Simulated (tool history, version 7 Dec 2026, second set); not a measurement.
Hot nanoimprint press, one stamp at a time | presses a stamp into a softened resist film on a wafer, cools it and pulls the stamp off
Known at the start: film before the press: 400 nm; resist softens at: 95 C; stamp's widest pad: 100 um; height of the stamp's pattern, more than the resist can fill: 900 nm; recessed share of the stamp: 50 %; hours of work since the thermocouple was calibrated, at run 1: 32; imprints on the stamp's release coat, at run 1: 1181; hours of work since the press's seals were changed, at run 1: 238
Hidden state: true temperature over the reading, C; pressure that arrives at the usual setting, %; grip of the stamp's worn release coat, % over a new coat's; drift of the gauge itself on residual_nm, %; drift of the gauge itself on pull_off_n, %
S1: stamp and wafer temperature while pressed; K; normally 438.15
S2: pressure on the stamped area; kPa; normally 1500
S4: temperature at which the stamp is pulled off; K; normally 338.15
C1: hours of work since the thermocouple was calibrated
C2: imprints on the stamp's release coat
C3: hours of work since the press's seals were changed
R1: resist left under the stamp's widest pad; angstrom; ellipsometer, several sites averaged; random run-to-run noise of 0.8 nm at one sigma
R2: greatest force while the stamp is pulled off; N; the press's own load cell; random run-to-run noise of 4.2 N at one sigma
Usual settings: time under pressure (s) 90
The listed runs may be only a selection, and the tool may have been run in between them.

Run 1, hour 0: usual settings; C1 32; C2 1181; C3 238. Result: R1 1535 angstrom, R2 264 N.
Run 2, hour 49.4: usual settings; C1 58; C2 1372; C3 264. Result: R1 1537 angstrom, R2 270 N.
Run 3, hour 76.1: usual settings; C1 72; C2 1476; C3 278. Result: R1 1549 angstrom, R2 272 N.
Run 4, hour 105.4: usual settings; C1 88; C2 1589; C3 294. Result: R1 1552 angstrom, R2 284 N.
Run 5, hour 160.2: usual settings; C1 117; C2 1801; C3 323. Result: R1 1559 angstrom, R2 287 N.
Run 6, hour 193.8: usual settings; C1 135; C2 1932; C3 341. Result: R1 1553 angstrom, R2 301 N.
At hour 220: stamp cleaned and given a new release coat.
Run 7, hour 239.1: usual settings; C1 156; C2 74; C3 362. Result: R1 1563 angstrom, R2 212 N.
Run 8, hour 295.7: usual settings but S1 443.15 K; C1 186; C2 293; C3 392. Result: R1 1269 angstrom, R2 225 N.
Run 9, hour 329.2: usual settings but S1 443.15 K; C1 204; C2 423; C3 410. Result: R1 1268 angstrom, R2 224 N.
Run 10, hour 385.3: usual settings but S2 1890 kPa; C1 234; C2 640; C3 440. Result: R1 1450 angstrom, R2 231 N.
At hour 422.3: plate thermocouple calibrated.
Run 11, hour 452.8: usual settings but time under pressure (s) 141; C1 16; C2 890; C3 474. Result: R1 1283 angstrom, R2 240 N.
Run 12, hour 511.5: usual settings but S4 331.15 K; C1 48; C2 1117; C3 506. Result: R1 1568 angstrom, R2 294 N.
Run 13, hour 541: usual settings but S4 331.15 K; C1 63; C2 1231; C3 522. Result: R1 1564 angstrom, R2 300 N.
Run 14, hour 569.3: usual settings but S4 331.15 K; C1 78; C2 1341; C3 537. Result: R1 1571 angstrom, R2 302 N.
Run 15, hour 618.8: usual settings but S2 1090 kPa, time under pressure (s) 145; C1 105; C2 1532; C3 563. Result: R1 1501 angstrom, R2 276 N.
Run 16, hour 664.7: usual settings but S1 441.15 K, S2 1730 kPa, time under pressure (s) 58; C1 129; C2 1710; C3 588. Result: R1 1556 angstrom, R2 298 N.
Run 17, hour 703.6: usual settings but S1 444.15 K, S2 1730 kPa, time under pressure (s) 58, S4 339.15 K; C1 150; C2 1861; C3 608. Result: R1 1349 angstrom, R2 287 N.
At hour 749.2: stamp cleaned and given a new release coat.
Run 18, hour 756.8: usual settings but time under pressure (s) 161; C1 175; C2 30; C3 634. Result: R1 1262 angstrom, R2 212 N.
Run 19, hour 801.9: usual settings but time under pressure (s) 161; C1 199; C2 205; C3 658. Result: R1 1277 angstrom, R2 224 N.
Run 20, hour 867.1: usual settings but time under pressure (s) 89; C1 234; C2 457; C3 692. Result: R1 1624 angstrom, R2 231 N.
At hour 900.7: plate thermocouple calibrated.
Run 21, hour 904: usual settings but S1 430.15 K, S2 1420 kPa, time under pressure (s) 89; C1 2; C2 588; C3 710. Result: R1 2250 angstrom, R2 233 N.

4 ways to go on from here, each from the tool as it stands after run 21. What would each give?
Run A, hour 957.7: usual settings but S4 335.15 K; C1 30; C2 796; C3 739. Result: R1 ?, R2 ?.
Run B, hour 957.7: usual settings but S1 447.15 K, S2 1030 kPa; C1 30; C2 796; C3 739. Result: R1 ?, R2 ?.
Run C, hour 957.7: usual settings but S1 442.15 K, S2 1140 kPa, S4 336.15 K; C1 30; C2 796; C3 739. Result: R1 ?, R2 ?.
Run D, hour 957.7: usual settings but S4 324.15 K; C1 30; C2 796; C3 739. Result: R1 ?, R2 ?.

run    R1   R2
  A  1555  263
  B  1242  243
  C  1480  251
  D  1546  306
Take away the tool's hidden state, keep each run's random variation, and the runs would have read:
run    R1   R2
  A  1504  222
  B  1210  206
  C  1439  212
  D  1495  258
